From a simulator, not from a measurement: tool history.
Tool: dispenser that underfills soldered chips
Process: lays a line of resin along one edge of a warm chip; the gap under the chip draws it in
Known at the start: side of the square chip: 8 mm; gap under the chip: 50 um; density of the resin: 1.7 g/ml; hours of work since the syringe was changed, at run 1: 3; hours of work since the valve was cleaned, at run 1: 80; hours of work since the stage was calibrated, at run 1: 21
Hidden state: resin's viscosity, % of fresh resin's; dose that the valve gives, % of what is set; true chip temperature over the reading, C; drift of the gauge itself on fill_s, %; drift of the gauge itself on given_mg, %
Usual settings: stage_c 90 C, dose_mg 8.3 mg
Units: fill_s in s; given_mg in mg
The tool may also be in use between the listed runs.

run	day	stage_c	dose_mg	hours of work since the syringe was changed	hours of work since the valve was cleaned	hours of work since the stage was calibrated	fill_s	given_mg
1	0	90	8.3	3	80	21	92.6	7.96
# day 0.246: new syringe of resin
2	0.267	90	10.57	0	84	25	84.1	10.13
3	0.4	78	10.57	3	87	28	132.6	10.05
4	0.583	78	10.57	6	90	31	149.5	10.05
# day 0.654: new syringe of resin
5	0.817	78	10.57	3	94	35	133.8	10.07
# day 1.05: new syringe of resin
6	1.062	78	10.57	0	99	39	126.5	10.02
7	1.367	78	10.57	6	104	45	147.6	10.03
# day 1.446: new syringe of resin
8	1.542	78	10.57	2	107	48	131.2	9.97
9	1.808	78	10.57	7	112	53	153.6	9.95
# day 1.833: new syringe of resin
10	2.083	91	8.3	5	117	58	96.6	7.81
# day 2.221: new syringe of resin
11	2.367	103	9.31	3	122	62	62.7	8.79
# day 2.612: new syringe of resin
12	2.646	103	8.24	1	126	67	60.3	7.7
13	2.912	103	8.24	5	131	72	70.1	7.68
# day 2.979: dispensing valve cleaned and set on the balance
# day 3.058: new syringe of resin
14	3.271	103	9.71	4	5	78	66.9	9.74
# day 3.454: new syringe of resin
15	3.512	102	7.38	1	9	82	64	7.35
16	3.783	85	10.5	6	14	87	116.9	10.37
# day 3.858: new syringe of resin
17	3.933	91	9.83	1	17	89	86.5	9.71
18	4.208	90	8.57	6	22	94	105.2	8.48
# day 4.246: new syringe of resin
19	4.392	97	8.45	3	25	97	77.5	8.32
# day 4.633: new syringe of resin
20	4.688	77	7.73	1	30	103	138.1	7.6

3 ways to go on from here, each from the tool as it stands after run 20. What would each give?
A	4.858	78	9.44	4	33	106	?	?
B	4.858	95	9.73	4	33	106	?	?
C	4.858	79	8.9	4	33	106	?	?

run	fill_s	given_mg
A	144.1	9.28
B	83	9.59
C	138.5	8.83
Without the tool's hidden state the same runs would have given:
run	fill_s	given_mg
A	125.9	9.44
B	72.6	9.75
C	120.9	8.98
